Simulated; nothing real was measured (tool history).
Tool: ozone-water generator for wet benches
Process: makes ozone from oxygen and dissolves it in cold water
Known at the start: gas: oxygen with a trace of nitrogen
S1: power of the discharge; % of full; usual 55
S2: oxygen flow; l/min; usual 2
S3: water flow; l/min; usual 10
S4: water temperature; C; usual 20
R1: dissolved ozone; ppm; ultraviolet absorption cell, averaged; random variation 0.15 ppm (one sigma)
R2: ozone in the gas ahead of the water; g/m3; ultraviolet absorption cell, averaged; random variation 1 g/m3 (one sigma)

Run 1, hour 0: usual settings. Result: R1 18 ppm, R2 173.9 g/m3.
Run 2, hour 131.6: usual settings. Result: R1 17.9 ppm, R2 173.4 g/m3.
Run 3, hour 302.3: usual settings. Result: R1 18 ppm, R2 175.2 g/m3.
Run 4, hour 484.7: usual settings but S2 2.69 l/min. Result: R1 18.3 ppm, R2 153.2 g/m3.
Run 5, hour 567: usual settings but S2 2.69 l/min. Result: R1 18.6 ppm, R2 152.6 g/m3.
Run 6, hour 668.1: usual settings but S2 2.69 l/min. Result: R1 18.6 ppm, R2 153.3 g/m3.
Run 7, hour 783.2: usual settings but S2 2.69 l/min. Result: R1 18.8 ppm, R2 153 g/m3.
Run 8, hour 864.1: usual settings but S2 2.69 l/min. Result: R1 18.4 ppm, R2 155.7 g/m3.
Run 9, hour 976.2: usual settings but S2 2.69 l/min. Result: R1 18.7 ppm, R2 151.7 g/m3.
Run 10, hour 1117.4: usual settings but S2 1.41 l/min. Result: R1 16.7 ppm, R2 206.3 g/m3.
Run 11, hour 1301.9: usual settings but S2 1.67 l/min. Result: R1 17.2 ppm, R2 192.7 g/m3.
Run 12, hour 1399.3: usual settings but S2 1.67 l/min. Result: R1 17.4 ppm, R2 191.4 g/m3.
Run 13, hour 1569.2: usual settings but S2 1.67 l/min. Result: R1 17.4 ppm, R2 191.3 g/m3.
Run 14, hour 1656.4: usual settings but S2 1.67 l/min. Result: R1 17.3 ppm, R2 192.6 g/m3.
Run 15, hour 1740.9: usual settings but S2 1.67 l/min. Result: R1 17.5 ppm, R2 193 g/m3.
Run 16, hour 1870.9: usual settings but S4 13 C. Result: R1 19.6 ppm, R2 176.8 g/m3.
Run 17, hour 1987.4: usual settings but S4 13 C. Result: R1 19.4 ppm, R2 176.8 g/m3.
Run 18, hour 2160.9: usual settings but S4 13 C. Result: R1 19.4 ppm, R2 176.4 g/m3.
Run 19, hour 2263.6: usual settings but S4 13 C. Result: R1 19.5 ppm, R2 177.4 g/m3.
Run 20, hour 2415.9: usual settings but S4 13 C. Result: R1 19.5 ppm, R2 177 g/m3.
Run 21, hour 2526.9: usual settings but S1 82 % of full, S3 12 l/min, S4 13 C. Result: R1 21.1 ppm, R2 219.3 g/m3.
Run 22, hour 2696.5: usual settings but S2 2.04 l/min, S3 15 l/min, S4 23 C. Result: R1 12.7 ppm, R2 176.2 g/m3.
At hour 2741.9: contactor cleaned.
At hour 2777.1: water thermometer calibrated.
Run 23, hour 2832.4: usual settings but S1 74 % of full, S2 1.16 l/min, S3 9 l/min, S4 17 C. Result: R1 20.9 ppm, R2 263.9 g/m3.
Run 24, hour 3005.1: usual settings but S1 74 % of full, S2 1.16 l/min, S3 9 l/min, S4 17 C. Result: R1 21.2 ppm, R2 265.9 g/m3.
Run 25, hour 3168.4: usual settings but S1 63 % of full, S2 2.86 l/min. Result: R1 20.1 ppm, R2 162.1 g/m3.
Run 26, hour 3306.8: usual settings but S1 41 % of full, S2 2.52 l/min, S4 26 C. Result: R1 14 ppm, R2 136.5 g/m3.
Run 27, hour 3408.8: usual settings but S1 41 % of full, S2 2.52 l/min, S4 26 C. Result: R1 14.4 ppm, R2 137.3 g/m3.
Run 28, hour 3497.5: usual settings but S2 1 l/min. Result: R1 15.3 ppm, R2 247.6 g/m3.
Run 29, hour 3575.1: usual settings but S1 51 % of full, S2 3 l/min, S3 9 l/min. Result: R1 19 ppm, R2 142.8 g/m3.
Run 30, hour 3658.7: usual settings but S2 1.09 l/min, S3 8 l/min. Result: R1 19 ppm, R2 234.4 g/m3.
Run 31, hour 3747.9: usual settings but S2 1.09 l/min, S3 8 l/min. Result: R1 18.8 ppm, R2 237 g/m3.
At hour 3844.6: gauge calibrated.
Run 32, hour 3887.2: usual settings but S1 63 % of full, S2 1.09 l/min, S3 8 l/min, S4 14 C. Result: R1 21.7 ppm, R2 244.2 g/m3.
Run 33, hour 3961.9: usual settings but S1 44 % of full, S2 1.33 l/min, S3 8 l/min, S4 12 C. Result: R1 18.9 ppm, R2 187.7 g/m3.
Run 34, hour 4045.2: usual settings but S1 44 % of full, S2 1.33 l/min, S3 8 l/min, S4 12 C. Result: R1 19.2 ppm, R2 187 g/m3.

Forecast each of these 3 alternatives for the next run:
Run A, hour 4195.4: usual settings but S2 2.32 l/min, S3 11 l/min. Result: R1 ?, R2 ?.
Run B, hour 4195.4: usual settings but S2 2.36 l/min, S3 13 l/min, S4 26 C. Result: R1 ?, R2 ?.
Run C, hour 4195.4: usual settings but S1 65 % of full, S4 21 C. Result: R1 ?, R2 ?.

run    R1     R2
  A    17  162.3
  B    14  160.7
  C  19.3  192.4
Without the tool's hidden state the same runs would have given:
run    R1     R2
  A  17.1    162
  B    14  160.5
  C  19.3  192.1

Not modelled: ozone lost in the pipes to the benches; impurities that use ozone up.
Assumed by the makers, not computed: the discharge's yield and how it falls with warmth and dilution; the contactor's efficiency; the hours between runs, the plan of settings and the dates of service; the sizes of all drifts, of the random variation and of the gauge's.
